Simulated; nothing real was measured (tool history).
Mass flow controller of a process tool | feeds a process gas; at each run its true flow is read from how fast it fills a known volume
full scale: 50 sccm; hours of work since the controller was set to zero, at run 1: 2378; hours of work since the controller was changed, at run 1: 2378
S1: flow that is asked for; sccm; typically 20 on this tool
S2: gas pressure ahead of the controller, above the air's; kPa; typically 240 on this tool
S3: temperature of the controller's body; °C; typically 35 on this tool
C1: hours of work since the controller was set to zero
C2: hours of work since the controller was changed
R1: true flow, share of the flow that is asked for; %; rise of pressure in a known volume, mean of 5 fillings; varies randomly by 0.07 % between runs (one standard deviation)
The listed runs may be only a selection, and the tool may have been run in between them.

| run | day | S1 | S2 | S3 | C1 | C2 | R1 |
|---|---|---|---|---|---|---|---|
| 1 | 0 | 20 | 240 | 35 | 2378 | 2378 | 99.3 |
| 2 | 4.779 | 20 | 240 | 35 | 2421 | 2421 | 99.3 |
| 3 | 7.838 | 20 | 161 | 35 | 2449 | 2449 | 99.89 |
| 4 | 11.138 | 20 | 161 | 23 | 2479 | 2479 | 98.92 |
| 5 | 14.021 | 20 | 161 | 23 | 2505 | 2505 | 98.93 |
| 6 | 19.475 | 20 | 162 | 35 | 2555 | 2555 | 99.8 |
| 7 | 23.946 | 7 | 240 | 35 | 2596 | 2596 | 99.24 |
| 8 | 27.121 | 7 | 240 | 35 | 2624 | 2624 | 99.25 |
| 9 | 31.129 | 7 | 240 | 35 | 2661 | 2661 | 99.23 |
| 10 | 36.575 | 25 | 240 | 35 | 2710 | 2710 | 99.53 |
| 11 | 40.967 | 25 | 240 | 35 | 2750 | 2750 | 99.58 |
| 12 | 47.238 | 25 | 240 | 35 | 2807 | 2807 | 99.58 |
| 13 | 53.146 | 25 | 240 | 35 | 2861 | 2861 | 99.55 |
| 14 | 57.146 | 25 | 240 | 35 | 2897 | 2897 | 99.6 |
| 15 | 60.996 | 25 | 240 | 35 | 2932 | 2932 | 99.66 |
| 16 | 65.933 | 25 | 162 | 35 | 2977 | 2977 | 100.15 |
| 17 | 73.012 | 25 | 240 | 35 | 3042 | 3042 | 99.61 |
| 18 | 79.504 | 25 | 240 | 35 | 3100 | 3100 | 99.61 |
| 19 | 84.471 | 25 | 240 | 35 | 3146 | 3146 | 99.71 |
| 20 | 89.042 | 20 | 240 | 35 | 3187 | 3187 | 99.49 |
| 21 | 91.912 | 20 | 240 | 35 | 3213 | 3213 | 99.39 |
| 22 | 98.929 | 20 | 240 | 35 | 3277 | 3277 | 99.5 |
| 23 | 102.288 | 20 | 168 | 35 | 3308 | 3308 | 100 |
| 24 | 105.767 | 20 | 168 | 35 | 3339 | 3339 | 100.04 |
| 25 | 111.396 | 20 | 240 | 35 | 3390 | 3390 | 99.48 |
| 26 | 117.1 | 20 | 240 | 35 | 3442 | 3442 | 99.67 |
| 27 | 123.692 | 20 | 240 | 35 | 3502 | 3502 | 99.56 |
| 28 | 129.95 | 20 | 240 | 35 | 3559 | 3559 | 99.59 |
| 29 | 135.312 | 28 | 191 | 26 | 3608 | 3608 | 99.59 |
| 30 | 139.825 | 28 | 191 | 26 | 3649 | 3649 | 99.57 |
| 31 | 143.196 | 28 | 191 | 26 | 3679 | 3679 | 99.62 |
| 32 | 147.029 | 13 | 162 | 36 | 3714 | 3714 | 100.12 |
| 33 | 151.25 | 13 | 162 | 36 | 3753 | 3753 | 100.15 |
| 34 | 156.579 | 6 | 240 | 30 | 3801 | 3801 | 99.58 |
| 35 | 160.704 | 12 | 234 | 35 | 3839 | 3839 | 99.66 |
| 36 | 167.708 | 16 | 223 | 24 | 3902 | 3902 | 98.88 |
| 37 | 170.746 | 14 | 168 | 22 | 3930 | 3930 | 99.15 |
| 38 | 177.85 | 9 | 240 | 35 | 3994 | 3994 | 99.63 |
| 39 | 183.612 | 17 | 184 | 40 | 4047 | 4047 | 100.42 |
| 40 | 186.854 | 17 | 184 | 40 | 4076 | 4076 | 100.44 |
| 41 | 191.379 | 33 | 184 | 30 | 4117 | 4117 | 100.23 |
| 42 | 194.317 | 49 | 240 | 20 | 4144 | 4144 | 99.81 |
| 43 | 201.138 | 49 | 255 | 32 | 4206 | 4206 | 100.84 |
| 44 | 204.933 | 45 | 240 | 30 | 4241 | 4241 | 100.51 |
| 45 | 211.542 | 45 | 240 | 30 | 4301 | 4301 | 100.63 |
| 46 | 215.512 | 20 | 185 | 35 | 4337 | 4337 | 100.1 |
| 47 | 220.129 | 20 | 185 | 35 | 4379 | 4379 | 100.14 |
| 48 | 226.967 | 20 | 185 | 35 | 4441 | 4441 | 100.24 |
| 49 | 233.45 | 18 | 148 | 34 | 4500 | 4500 | 100.39 |

Measured result minus the same run's result without the hidden state. Both carry the same run-to-run variation, though not necessarily the same gauge scatter:
Hidden state present: flow at rest that the sensor doesn't see, % of full scale; true flow over the shown one, %; drift of the gauge itself on true_pct, %.
| run | R1 |
|---|---|
| 1 | +0.39 |
| 2 | +0.4 |
| 3 | +0.41 |
| 4 | +0.42 |
| 5 | +0.43 |
| 6 | +0.44 |
| 7 | +1.02 |
| 8 | +1.03 |
| 9 | +1.05 |
| 10 | +0.42 |
| 11 | +0.43 |
| 12 | +0.44 |
| 13 | +0.46 |
| 14 | +0.47 |
| 15 | +0.47 |
| 16 | +0.49 |
| 17 | +0.51 |
| 18 | +0.53 |
| 19 | +0.53 |
| 20 | +0.62 |
| 21 | +0.63 |
| 22 | +0.65 |
| 23 | +0.65 |
| 24 | +0.66 |
| 25 | +0.68 |
| 26 | +0.69 |
| 27 | +0.71 |
| 28 | +0.73 |
| 29 | +0.61 |
| 30 | +0.63 |
| 31 | +0.63 |
| 32 | +1.01 |
| 33 | +1.02 |
| 34 | +1.84 |
| 35 | +1.1 |
| 36 | +0.94 |
| 37 | +1.03 |
| 38 | +1.43 |
| 39 | +0.95 |
| 40 | +0.96 |
| 41 | +0.7 |
| 42 | +0.6 |
| 43 | +0.61 |
| 44 | +0.64 |
| 45 | +0.65 |
| 46 | +0.95 |
| 47 | +0.96 |
| 48 | +0.98 |
| 49 | +1.06 |

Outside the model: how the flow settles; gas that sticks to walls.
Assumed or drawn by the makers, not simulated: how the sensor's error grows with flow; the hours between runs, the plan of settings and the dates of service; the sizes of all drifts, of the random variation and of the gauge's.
